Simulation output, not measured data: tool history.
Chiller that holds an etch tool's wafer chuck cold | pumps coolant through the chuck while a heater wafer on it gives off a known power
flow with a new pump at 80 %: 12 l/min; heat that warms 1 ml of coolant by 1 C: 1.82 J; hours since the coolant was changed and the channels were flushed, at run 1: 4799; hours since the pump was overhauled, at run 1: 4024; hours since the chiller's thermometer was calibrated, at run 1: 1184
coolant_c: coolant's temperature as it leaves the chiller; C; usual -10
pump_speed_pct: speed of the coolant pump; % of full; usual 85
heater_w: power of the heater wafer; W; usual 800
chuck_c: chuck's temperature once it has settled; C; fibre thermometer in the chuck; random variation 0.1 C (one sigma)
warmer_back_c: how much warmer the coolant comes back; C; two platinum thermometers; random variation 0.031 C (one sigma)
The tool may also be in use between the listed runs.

run,hour,coolant_c,pump_speed_pct,heater_w,hours since the coolant was changed and the channels were flushed,hours since the pump was overhauled,hours since the chiller's thermometer was calibrated,chuck_c,warmer_back_c
1,0.0,-10,85,800,4799,4024,1184,-3.8,2.21
2,203.1,-10,85,800,5002,4227,1387,-3.7,2.22
3,349.6,-10,85,800,5149,4373,1533,-3.7,2.18
4,472.8,-10,85,800,5272,4497,1657,-3.7,2.28
5,645.4,-10,85,800,5445,4669,1829,-3.7,2.30
6,860.4,-13,85,690,5660,4884,2044,-7.4,1.95
7,1006.4,-13,85,690,5805,5030,2190,-7.5,1.99
8,1128.8,-9,77,690,5928,5153,2313,-3.0,2.17
9,1320.9,-19,68,464,6120,5345,2505,-14.8,1.70

Forecast run 10:
10,1420.3,-19,68,464,6219,5444,2604,?,?

{"run 10": {"chuck_c": -14.8, "warmer_back_c": 1.64}}
Without the tool's hidden state the same run would have given chuck_c -15.5 C, warmer_back_c 1.48 C.
